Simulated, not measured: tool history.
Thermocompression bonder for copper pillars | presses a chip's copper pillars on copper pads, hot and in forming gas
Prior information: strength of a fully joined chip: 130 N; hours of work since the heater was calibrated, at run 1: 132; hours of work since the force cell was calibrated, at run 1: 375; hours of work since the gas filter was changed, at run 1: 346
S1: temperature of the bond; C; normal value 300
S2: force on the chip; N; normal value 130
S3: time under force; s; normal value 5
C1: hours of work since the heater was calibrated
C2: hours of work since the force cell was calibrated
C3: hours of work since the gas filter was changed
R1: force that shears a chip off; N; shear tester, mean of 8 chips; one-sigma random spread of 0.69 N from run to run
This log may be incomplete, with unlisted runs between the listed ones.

| run | hour | S1 | S2 | S3 | C1 | C2 | C3 | R1 |
|---|---|---|---|---|---|---|---|---|
| 1 | 0.0 | 300 | 130 | 5 | 132 | 375 | 346 | 42.2 |
| 2 | 11.5 | 300 | 130 | 5 | 138 | 381 | 352 | 43.4 |
| 3 | 28.2 | 300 | 130 | 4 | 147 | 390 | 361 | 38.4 |
| 4 | 37.7 | 300 | 110 | 5 | 152 | 395 | 366 | 34.6 |
| 5 | 47.8 | 300 | 110 | 5 | 157 | 400 | 371 | 35.1 |
| 6 | 58.6 | 300 | 130 | 8 | 163 | 406 | 377 | 49.7 |
| 7 | 75.5 | 300 | 130 | 8 | 171 | 414 | 386 | 49.6 |
| 8 | 91.8 | 300 | 130 | 4 | 180 | 423 | 394 | 37.2 |
| 9 | 104.0 | 300 | 130 | 4 | 186 | 429 | 401 | 38.3 |
| 10 | 117.9 | 300 | 130 | 4 | 193 | 437 | 408 | 38.2 |
| 11 | 136.2 | 324 | 130 | 4 | 203 | 446 | 418 | 52.3 |
| 12 | 147.3 | 300 | 130 | 5 | 209 | 452 | 423 | 39.9 |
| 13 | 159.0 | 300 | 130 | 5 | 215 | 458 | 430 | 40.5 |
| 14 | 177.6 | 300 | 130 | 5 | 225 | 468 | 439 | 39.8 |
| 15 | 190.9 | 300 | 130 | 5 | 232 | 475 | 446 | 39.3 |
| 16 | 203.1 | 300 | 130 | 5 | 238 | 481 | 453 | 40.5 |
| 17 | 212.3 | 300 | 130 | 5 | 243 | 486 | 457 | 40.4 |
| 18 | 223.0 | 300 | 130 | 5 | 248 | 492 | 463 | 40.0 |
|  | 241.4 | forming gas filter changed |
| 19 | 243.4 | 300 | 130 | 5 | 259 | 502 | 1 | 44.8 |
| 20 | 256.6 | 300 | 130 | 5 | 266 | 509 | 8 | 43.4 |
| 21 | 269.1 | 300 | 130 | 8 | 272 | 515 | 14 | 51.8 |
| 22 | 284.4 | 300 | 130 | 8 | 280 | 523 | 22 | 53.8 |
| 23 | 294.2 | 283 | 130 | 3 | 285 | 529 | 28 | 26.9 |
| 24 | 302.4 | 299 | 103 | 5 | 290 | 533 | 32 | 35.0 |
| 25 | 316.3 | 299 | 103 | 5 | 297 | 540 | 39 | 34.4 |
| 26 | 325.5 | 299 | 115 | 6 | 302 | 545 | 44 | 41.1 |
| 27 | 341.2 | 299 | 115 | 6 | 310 | 553 | 52 | 39.6 |

Run 28 has not been measured yet. What should we expect?
| 28 | 350.1 | 295 | 109 | 6 | 315 | 558 | 57 | ? |

Run 28 yielded R1 36.2 N.
If the tool had no hidden condition, the same run with the same run-to-run variation would have returned R1 38.7 N.
